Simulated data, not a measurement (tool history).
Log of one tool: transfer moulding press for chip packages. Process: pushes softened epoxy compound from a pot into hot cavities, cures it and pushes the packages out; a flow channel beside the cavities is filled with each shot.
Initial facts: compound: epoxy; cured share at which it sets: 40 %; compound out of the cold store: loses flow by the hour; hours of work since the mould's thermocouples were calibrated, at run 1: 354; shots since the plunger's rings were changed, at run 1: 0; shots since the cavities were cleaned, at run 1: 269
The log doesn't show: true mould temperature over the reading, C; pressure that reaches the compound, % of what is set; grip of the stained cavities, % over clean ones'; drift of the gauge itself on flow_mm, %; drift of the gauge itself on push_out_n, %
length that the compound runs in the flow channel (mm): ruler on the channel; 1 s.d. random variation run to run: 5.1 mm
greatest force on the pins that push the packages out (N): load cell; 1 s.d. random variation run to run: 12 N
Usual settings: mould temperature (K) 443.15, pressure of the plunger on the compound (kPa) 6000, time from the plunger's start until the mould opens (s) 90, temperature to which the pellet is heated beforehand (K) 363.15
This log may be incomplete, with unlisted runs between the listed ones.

run	hour	mould temperature (K)	pressure of the plunger on the compound (kPa)	time from the plunger's start until the mould opens (s)	temperature to which the pellet is heated beforehand (K)	hours of work since the mould's thermocouples were calibrated	shots since the plunger's rings were changed	shots since the cavities were cleaned	incoming compound's hours out of the cold store	length that the compound runs in the flow channel (mm)	greatest force on the pins that push the packages out (N)
1	0.0	443.15	6000	90	363.15	354	0	269	10.4	1031	864
# hour 34.7: mould's thermocouples calibrated
# hour 36.2: cavities cleaned with cleaning compound and waxed
2	48.4	443.15	6000	90	363.15	7	567	154	26.5	940	707
3	76.9	443.15	6000	90	363.15	23	927	514	40.2	879	899
# hour 94.3: cavities cleaned with cleaning compound and waxed
4	126.7	443.15	6000	90	363.15	51	1536	409	16.6	977	923
# hour 150.3: cavities cleaned with cleaning compound and waxed
5	181.8	443.15	6000	90	367.15	82	2212	398	39.8	861	848
# hour 209.5: cavities cleaned with cleaning compound and waxed
6	247.9	443.15	6000	90	354.15	119	3028	485	22.8	920	947
# hour 265.0: cavities cleaned with cleaning compound and waxed
7	296.6	450.15	6000	90	363.15	146	3624	399	34.3	849	679
# hour 323.8: cavities cleaned with cleaning compound and waxed
8	346.3	450.15	6000	90	363.15	174	4233	285	23.3	891	676
# hour 382.5: cavities cleaned with cleaning compound and waxed
9	387.5	443.15	6000	90	363.15	197	4734	63	26.7	880	624
# hour 436.7: plunger's sealing rings changed
10	436.7	443.15	6000	90	363.15	224	0	652	34.3	911	981
# hour 442.1: cavities cleaned with cleaning compound and waxed
11	483.3	443.15	6000	90	363.15	250	569	519	21.4	961	1024
# hour 499.3: cavities cleaned with cleaning compound and waxed
12	514.5	443.15	6010	90	363.15	267	944	192	39.8	867	710
13	546.0	443.15	5300	113	371.15	285	1342	590	23.9	882	788
# hour 557.7: cavities cleaned with cleaning compound and waxed
14	577.2	446.15	5490	90	363.15	302	1717	247	30.8	863	732
# hour 613.1: cavities cleaned with cleaning compound and waxed
15	615.3	443.15	5760	106	363.15	323	2178	26	28.5	899	500
16	664.6	443.15	5760	106	363.15	352	2801	649	12.4	972	853
# hour 671.7: cavities cleaned with cleaning compound and waxed
# hour 708.8: mould's thermocouples calibrated
17	719.6	443.15	6000	72	368.15	6	3451	579	9.8	984	1649
# hour 733.4: cavities cleaned with cleaning compound and waxed
18	761.0	436.15	6980	112	370.15	29	3955	349	42.2	912	846
# hour 790.8: cavities cleaned with cleaning compound and waxed
19	816.1	436.15	6980	112	370.15	60	4632	320	38.4	926	807
# hour 850.5: cavities cleaned with cleaning compound and waxed
20	871.0	437.15	4750	90	370.15	91	5306	259	13.1	857	1230
# hour 878.8: plunger's sealing rings changed
# hour 909.9: cavities cleaned with cleaning compound and waxed
21	938.8	437.15	7360	74	368.15	128	738	365	30.4	1036	1848
# hour 969.2: cavities cleaned with cleaning compound and waxed
22	972.1	437.15	7360	80	368.15	146	1140	37	45.4	961	1040
23	1020.7	444.15	5210	98	365.15	174	1753	650	34.5	824	864
# hour 1026.1: cavities cleaned with cleaning compound and waxed
24	1054.2	444.15	5210	98	365.15	192	2157	355	21.9	880	763

What if the next run were any one of these 4? Each begins from the tool's condition after run 24:
# hour 1085.6: cavities cleaned with cleaning compound and waxed
A	1120.0	436.15	5440	113	365.15	229	2969	435	47.5	?	?
# hour 1085.6: cavities cleaned with cleaning compound and waxed
B	1120.0	441.15	5210	98	365.15	229	2969	435	47.4	?	?
# hour 1085.6: cavities cleaned with cleaning compound and waxed
C	1120.0	443.15	5210	126	372.15	229	2969	435	41.1	?	?
# hour 1085.6: cavities cleaned with cleaning compound and waxed
D	1120.0	443.15	6000	103	360.15	229	2969	435	39.2	?	?

run	length that the compound runs in the flow channel (mm)	greatest force on the pins that push the packages out (N)
A	798	923
B	765	860
C	785	734
D	852	767
The same runs, with their run-to-run variation unchanged, on a tool lacking any hidden condition would have given:
run	length that the compound runs in the flow channel (mm)	greatest force on the pins that push the packages out (N)
A	832	563
B	797	527
C	818	450
D	888	469

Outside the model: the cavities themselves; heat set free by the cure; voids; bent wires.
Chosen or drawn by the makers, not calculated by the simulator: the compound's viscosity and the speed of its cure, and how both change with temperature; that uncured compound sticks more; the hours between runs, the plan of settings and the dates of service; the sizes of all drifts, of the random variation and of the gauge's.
